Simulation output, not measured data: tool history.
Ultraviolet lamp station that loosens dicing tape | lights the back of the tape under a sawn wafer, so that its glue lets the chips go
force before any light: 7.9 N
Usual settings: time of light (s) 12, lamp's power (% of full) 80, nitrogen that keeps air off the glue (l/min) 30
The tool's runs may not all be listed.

run	day	time of light (s)	lamp's power (% of full)	nitrogen that keeps air off the glue (l/min)	force that peels the tape off (N)	light that reached the tape (mJ/cm2)
1	0.000	12	80	30	0.917	529
2	2.275	12	80	30	1.023	516
3	4.121	12	80	16	1.570	513
4	6.242	12	80	16	1.583	499
5	8.988	12	80	16	1.702	479
6	11.312	12	94	30	0.860	554
# day 13.662: window cleaned of glue's vapour
7	13.662	12	81	30	0.915	527
8	15.683	12	81	30	0.964	522
9	17.179	12	81	30	1.002	514
10	18.567	12	81	30	1.055	502
11	20.012	12	81	30	1.078	496
12	22.696	12	80	30	1.135	478
13	24.375	12	80	30	1.206	470
14	25.838	12	69	30	1.572	395
15	28.479	8	69	30	2.866	251
16	29.850	8	66	25	3.155	245
17	31.729	8	72	10	4.035	256
# day 33.021: window cleaned of glue's vapour
18	33.038	7	80	24	2.641	282
19	34.512	12	91	41	0.707	550
20	37.100	12	91	41	0.747	530
21	39.658	12	91	41	0.814	508
22	40.817	12	91	41	0.828	502
23	42.738	12	91	41	0.848	491
24	44.533	12	91	41	0.877	484
25	46.675	18	73	30	0.788	561
26	48.412	18	73	30	0.889	552
27	49.642	11	81	13	2.609	369
28	50.954	11	81	13	2.736	360

5 ways to go on from here, each from the tool as it stands after run 28. What would each give?
# day 52.292: window cleaned of glue's vapour
A	52.383	12	86	47	?	?
# day 52.292: window cleaned of glue's vapour
B	52.383	14	71	14	?	?
# day 52.292: window cleaned of glue's vapour
C	52.383	11	90	16	?	?
# day 52.292: window cleaned of glue's vapour
D	52.383	11	81	9	?	?
# day 52.292: window cleaned of glue's vapour
E	52.383	11	81	28	?	?

run	force that peels the tape off (N)	light that reached the tape (mJ/cm2)
A	0.842	475
B	1.920	461
C	1.758	457
D	2.753	411
E	1.573	412
Without the tool's hidden state the same runs would have given:
run	force that peels the tape off (N)	light that reached the tape (mJ/cm2)
A	0.497	598
B	1.357	580
C	1.221	574
D	2.110	517
E	1.049	518

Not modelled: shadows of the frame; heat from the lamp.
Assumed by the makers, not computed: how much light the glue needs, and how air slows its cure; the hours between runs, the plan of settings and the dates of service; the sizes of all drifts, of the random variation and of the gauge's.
